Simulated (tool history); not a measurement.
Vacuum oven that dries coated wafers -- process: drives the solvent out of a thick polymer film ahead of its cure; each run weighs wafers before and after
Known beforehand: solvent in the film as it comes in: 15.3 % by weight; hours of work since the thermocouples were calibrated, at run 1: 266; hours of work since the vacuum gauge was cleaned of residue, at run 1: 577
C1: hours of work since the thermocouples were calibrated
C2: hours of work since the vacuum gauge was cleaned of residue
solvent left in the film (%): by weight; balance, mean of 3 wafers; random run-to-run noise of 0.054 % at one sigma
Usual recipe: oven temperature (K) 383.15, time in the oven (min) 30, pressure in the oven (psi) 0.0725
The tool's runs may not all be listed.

Run 1, hour 0: usual settings; C1 266; C2 577. Result: solvent left in the film (%) 2.14.
Run 2, hour 14.4: usual settings; C1 277; C2 588. Result: solvent left in the film (%) 2.23.
Run 3, hour 25.7: usual settings but oven temperature (K) 370.15; C1 285; C2 596. Result: solvent left in the film (%) 5.31.
Run 4, hour 43.6: usual settings; C1 298; C2 609. Result: solvent left in the film (%) 2.27.
Run 5, hour 58.5: usual settings; C1 309; C2 620. Result: solvent left in the film (%) 2.19.
Run 6, hour 68.4: usual settings but oven temperature (K) 388.15; C1 316; C2 627. Result: solvent left in the film (%) 1.35.
Run 7, hour 88.7: usual settings but oven temperature (K) 388.15; C1 331; C2 642. Result: solvent left in the film (%) 1.45.
Run 8, hour 105.6: usual settings but oven temperature (K) 388.15; C1 343; C2 654. Result: solvent left in the film (%) 1.39.
Run 9, hour 120.1: usual settings but oven temperature (K) 388.15; C1 354; C2 665. Result: solvent left in the film (%) 1.33.
At hour 124: oven's thermocouples calibrated.
Run 10, hour 143.2: usual settings but oven temperature (K) 388.15; C1 14; C2 680. Result: solvent left in the film (%) 1.3.
Run 11, hour 160.2: usual settings but oven temperature (K) 388.15; C1 26; C2 692. Result: solvent left in the film (%) 1.3.
At hour 173.6: oven's thermocouples calibrated, once more.
Run 12, hour 174.2: usual settings but oven temperature (K) 384.15, pressure in the oven (psi) 0.098; C1 0; C2 701. Result: solvent left in the film (%) 2.16.
Run 13, hour 194.1: usual settings but oven temperature (K) 381.15, time in the oven (min) 40, pressure in the oven (psi) 0.1366; C1 15; C2 716. Result: solvent left in the film (%) 2.25.

Each row is a separate what-if for the run after 13, all from the same tool condition, not one after another. Results?
Run A, hour 212.3: usual settings but oven temperature (K) 369.15, time in the oven (min) 21; C1 28; C2 729. Result: solvent left in the film (%) ?.
Run B, hour 212.3: usual settings but pressure in the oven (psi) 0.0457; C1 28; C2 729. Result: solvent left in the film (%) ?.
Run C, hour 212.3: usual settings but oven temperature (K) 377.15, pressure in the oven (psi) 0.1635; C1 28; C2 729. Result: solvent left in the film (%) ?.
Run D, hour 212.3: usual settings but oven temperature (K) 381.15, time in the oven (min) 40, pressure in the oven (psi) 0.117; C1 28; C2 729. Result: solvent left in the film (%) ?.

run  solvent left in the film (%)
  A                          7.34
  B                          2.14
  C                          4.04
  D                          1.99
Had the tool no hidden state, the same runs would have come out as:
run  solvent left in the film (%)
  A                          7.11
  B                          1.93
  C                          3.79
  D                          1.76
